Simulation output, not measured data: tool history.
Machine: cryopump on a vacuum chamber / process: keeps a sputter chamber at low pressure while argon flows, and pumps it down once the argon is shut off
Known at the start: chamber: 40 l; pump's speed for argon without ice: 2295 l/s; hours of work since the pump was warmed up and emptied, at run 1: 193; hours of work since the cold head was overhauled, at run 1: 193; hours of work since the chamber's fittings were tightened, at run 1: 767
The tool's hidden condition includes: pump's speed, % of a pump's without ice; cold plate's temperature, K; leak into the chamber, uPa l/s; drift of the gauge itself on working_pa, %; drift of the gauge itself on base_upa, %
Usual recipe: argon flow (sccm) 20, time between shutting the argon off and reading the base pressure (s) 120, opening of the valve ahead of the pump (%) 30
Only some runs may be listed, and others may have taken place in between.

run   hour  argon flow (sccm)  time between shutting the argon off and reading the base pressure (s)  opening of the valve ahead of the pump (%)  hours of work since the pump was warmed up and emptied  hours of work since the cold head was overhauled  hours of work since the chamber's fittings were tightened  pressure while argon flows (Pa)  pressure after the wait (uPa)
  1      0                 20                                                                    120                                          30                                                     193                                               193                                                        767                           0.0498                           0.86
  2   23.9                 20                                                                    120                                          30                                                     204                                               204                                                        777                           0.0496                           0.81
  3   44.7                 20                                                                    120                                          30                                                     213                                               213                                                        786                           0.0496                           0.86
  4   63.7                 20                                                                    120                                          30                                                     221                                               221                                                        795                           0.0494                           0.89
  5   83.9                 20                                                                    120                                          30                                                     230                                               230                                                        803                           0.0504                            0.9
  6  108.3                 20                                                                    120                                          30                                                     240                                               240                                                        814                           0.0496                           0.86
  7  139.3                 18                                                                    120                                          30                                                     254                                               254                                                        828                            0.045                           0.86
  8  174.5                 18                                                                    120                                          30                                                     269                                               269                                                        843                           0.0446                           0.86
  9  196.3                 18                                                                    120                                          30                                                     279                                               279                                                        852                           0.0455                           0.86
 10  227.2                 18                                                                    120                                          30                                                     292                                               292                                                        866                            0.045                           0.88
 11    254                 18                                                                    120                                          30                                                     304                                               304                                                        877                           0.0455                            0.9
 12  286.5                 18                                                                    120                                          30                                                     318                                               318                                                        892                           0.0455                           0.89
 13    321                 18                                                                    120                                          30                                                     333                                               333                                                        907                           0.0455                           0.91
 14  345.6                 18                                                                    120                                          30                                                     344                                               344                                                        917                           0.0443                           0.91
 15  372.8                 18                                                                    120                                          30                                                     355                                               355                                                        929                           0.0448                           0.93
 16  399.1                 20                                                                    120                                          30                                                     367                                               367                                                        940                           0.0502                           0.95
 17  432.8                 20                                                                    120                                          30                                                     381                                               381                                                        955                           0.0505                           0.97
 18  467.2                 20                                                                    120                                          30                                                     396                                               396                                                        970                           0.0504                           0.98
 19  496.1                 20                                                                    120                                          30                                                     409                                               409                                                        983                           0.0502                           0.98
 20  525.9                 20                                                                    120                                          30                                                     422                                               422                                                        996                           0.0513                           0.95
 21  543.3                 20                                                                    120                                          30                                                     429                                               429                                                       1003                           0.0505                           0.99
 22  572.4                 20                                                                    120                                          30                                                     442                                               442                                                       1016                            0.051                           1.02
 23  596.3                 20                                                                    120                                          30                                                     452                                               452                                                       1026                            0.051                           0.98
 24  623.5                 12                                                                    120                                          17                                                     464                                               464                                                       1038                           0.0526                           1.03
 25  650.4                 11                                                                     22                                          17                                                     476                                               476                                                       1050                           0.0489                           2.46
 26  665.3                 11                                                                     22                                          17                                                     482                                               482                                                       1056                           0.0488                           2.43
 27  700.4                 10                                                                     22                                          17                                                     498                                               498                                                       1071                           0.0442                           2.43
 28  730.1                 28                                                                     58                                          23                                                     511                                               511                                                       1084                           0.0931                            1.4
 29  746.9                 35                                                                     58                                          23                                                     518                                               518                                                       1092                           0.1147                           1.41
 30  779.5                 29                                                                     52                                          20                                                     532                                               532                                                       1106                           0.1095                           1.51

The next listed run, before its measurement:
 31  811.9                 27                                                                     42                                          30                                                     546                                               546                                                       1120                                ?                              ?

{"run 31": {"pressure while argon flows (Pa)": 0.069, "pressure after the wait (uPa)": 1.68}}
With the hidden condition absent and the run-to-run variation left alone, this run would have shown pressure while argon flows (Pa) 0.0663, pressure after the wait (uPa) 1.07.

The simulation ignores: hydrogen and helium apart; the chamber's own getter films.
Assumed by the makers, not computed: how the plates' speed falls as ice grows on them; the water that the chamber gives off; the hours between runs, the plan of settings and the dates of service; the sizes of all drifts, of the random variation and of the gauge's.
